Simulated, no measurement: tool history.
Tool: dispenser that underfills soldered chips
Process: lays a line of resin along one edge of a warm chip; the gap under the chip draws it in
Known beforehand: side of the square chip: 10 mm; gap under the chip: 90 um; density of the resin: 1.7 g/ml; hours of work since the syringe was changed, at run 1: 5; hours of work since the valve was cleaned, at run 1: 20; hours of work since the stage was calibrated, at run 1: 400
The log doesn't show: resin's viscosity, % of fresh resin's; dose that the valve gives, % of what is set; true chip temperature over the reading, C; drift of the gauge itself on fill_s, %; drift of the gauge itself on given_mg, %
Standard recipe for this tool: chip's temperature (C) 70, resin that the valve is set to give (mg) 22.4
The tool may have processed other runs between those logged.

run   hour  chip's temperature (C)  resin that the valve is set to give (mg)  hours of work since the syringe was changed  hours of work since the valve was cleaned  hours of work since the stage was calibrated  time until the resin shows at the far edge (s)  resin that the valve gave (mg)
  1      0                      70                                      22.4                                            5                                         20                                           400                                           101.7                            22.2
       4.6  -- new syringe of resin
  2    7.1                      70                                      22.4                                            2                                         26                                           406                                            86.7                           22.18
      15.2  -- new syringe of resin
  3     16                      70                                      22.4                                            1                                         33                                           412                                            79.7                           22.16
  4   24.5                      70                                      22.4                                            7                                         39                                           419                                           130.5                           22.12
      25.3  -- new syringe of resin
  5   30.3                      70                                      22.4                                            4                                         44                                           424                                           100.8                           22.07
      35.6  -- new syringe of resin
  6   39.9                      70                                      22.4                                            3                                         51                                           431                                            95.1                           21.99
      46.2  -- new syringe of resin
  7   46.2                      70                                      22.4                                            0                                         56                                           436                                            74.4                           21.94
      56.8  -- new syringe of resin
  8     58                      70                                      25.9                                            1                                         65                                           445                                            79.7                           25.29
      67.1  -- new syringe of resin
      69.2  -- dispensing valve cleaned and set on the balance
  9   70.9                      70                                      25.9                                            2                                          1                                           454                                            85.9                           25.92
      78.3  -- new syringe of resin
 10   82.3                      70                                      25.9                                            3                                         10                                           463                                            90.7                           25.88
 11   88.1                      70                                      25.9                                            8                                         15                                           468                                           129.6                           25.75
        89  -- new syringe of resin
 12   95.6                      56                                      25.9                                            5                                         21                                           474                                           179.8                           25.78
      99.4  -- new syringe of resin
 13  108.4                      70                                      25.9                                            7                                         31                                           484                                           126.8                           25.58
     109.6  -- new syringe of resin
     119.8  -- new syringe of resin
 14  120.7                      70                                      25.9                                            1                                         40                                           493                                            77.1                           25.54
 15  128.3                      70                                      22.4                                            7                                         46                                           499                                           124.8                           22.12
     130.3  -- new syringe of resin
 16  138.5                      68                                      27.6                                            7                                         54                                           507                                           128.3                           27.13
     140.5  -- new syringe of resin
     146.5  -- stage's temperature calibrated
 17    148                      74                                      24.9                                            5                                         61                                             1                                              85                            24.4
     151.8  -- new syringe of resin
 18  158.9                      73                                      22.8                                            6                                         69                                            10                                            93.7                            22.2
     162.2  -- new syringe of resin
     165.7  -- dispensing valve cleaned and set on the balance
 19  172.4                      61                                      28.1                                            7                                          5                                            19                                           151.1                           28.01
     173.6  -- new syringe of resin
 20  178.1                      61                                      28.1                                            4                                         10                                            24                                           117.7                           28.02
     183.8  -- new syringe of resin
 21  187.5                      61                                      28.1                                            3                                         17                                            31                                           112.3                           27.85
     193.9  -- new syringe of resin
 22  199.6                      61                                      28.1                                            5                                         26                                            40                                           125.2                           27.77
     204.9  -- new syringe of resin
 23  205.6                      65                                        20                                            1                                         31                                            45                                            86.8                           19.73
 24  212.5                      84                                      22.4                                            6                                         37                                            51                                            70.4                           22.11
     215.8  -- new syringe of resin
 25  225.1                      63                                      25.3                                            7                                         46                                            60                                           148.8                           24.79
     226.3  -- new syringe of resin
 26  233.4                      57                                      25.9                                            6                                         53                                            67                                           155.6                           25.38
     236.4  -- new syringe of resin
 27  241.7                      57                                      25.9                                            4                                         59                                            73                                           139.4                           25.27
     246.7  -- new syringe of resin
 28  251.2                      71                                      27.7                                            4                                         66                                            80                                            83.4                           26.98
     257.2  -- new syringe of resin
     260.6  -- dispensing valve cleaned and set on the balance
 29  260.9                      71                                      27.7                                            2                                          0                                            87                                              77                           27.79

3 options for the next run, each taken on its own from the tool as it stands now. Forecast them:
     268.9  -- new syringe of resin
  A  269.9                      81                                      22.4                                            1                                          7                                            94                                               ?                               ?
     268.9  -- new syringe of resin
  B  269.9                      70                                      28.8                                            1                                          7                                            94                                               ?                               ?
     268.9  -- new syringe of resin
  C  269.9                      66                                      27.7                                            1                                          7                                            94                                               ?                               ?

run  time until the resin shows at the far edge (s)  resin that the valve gave (mg)
  A                                            53.1                           22.35
  B                                            74.4                           28.83
  C                                            84.7                           27.73
Without the tool's unlogged condition, the same runs would have read:
run  time until the resin shows at the far edge (s)  resin that the valve gave (mg)
  A                                            47.7                           22.33
  B                                            66.7                           28.81
  C                                            75.9                           27.71
